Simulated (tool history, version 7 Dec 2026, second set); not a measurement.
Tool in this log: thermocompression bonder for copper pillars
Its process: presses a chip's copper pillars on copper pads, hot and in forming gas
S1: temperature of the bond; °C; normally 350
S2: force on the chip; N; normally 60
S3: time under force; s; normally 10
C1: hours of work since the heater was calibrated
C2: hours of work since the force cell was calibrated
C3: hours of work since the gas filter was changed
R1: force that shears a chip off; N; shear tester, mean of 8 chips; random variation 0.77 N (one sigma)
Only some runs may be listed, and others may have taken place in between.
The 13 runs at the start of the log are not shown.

run,day,S1,S2,S3,C1,C2,C3,R1
14,12.979,350,60,10,29,634,87,60.3
15,14.008,350,60,10,41,645,99,60.4
# day 14.742: heater calibrated with a thermocouple chip, once more
16,14.971,350,60,29,3,655,109,74.3
# day 15.171: forming gas filter changed
17,16.350,350,60,10,18,671,13,56.9
18,17.258,350,60,10,29,681,24,56.2
19,18.671,350,60,10,45,698,40,55.2
20,19.425,378,60,20,53,706,49,89.2
21,20.758,359,60,20,69,721,64,78.7
22,21.862,365,40,26,81,734,77,61.9
23,23.042,365,40,26,95,748,90,62.4
24,23.875,365,40,26,104,757,100,61.0
# day 24.829: forming gas filter changed
25,24.854,365,40,26,115,768,0,65.3
26,25.729,365,40,26,125,778,10,67.1
27,26.467,328,41,8,134,786,19,26.9
28,27.675,329,60,28,147,800,33,65.5
29,28.746,366,71,26,160,813,45,101.7
30,29.371,350,50,16,167,820,52,56.9
31,30.392,353,62,10,178,831,64,59.9
32,31.279,325,77,24,189,841,74,70.4
33,32.375,325,77,24,201,854,86,70.4
34,33.754,325,77,24,217,870,102,69.2
# day 34.504: forming gas filter changed
35,34.538,325,77,24,226,878,0,78.0
36,35.158,368,49,22,233,886,7,79.3

Run 37 is up next; what results do you expect?
37,36.267,368,49,22,245,898,20,?

{"run 37": {"R1": 77.4}}
With the hidden condition absent and the run-to-run variation left alone, this run would have shown R1 77.3 N.
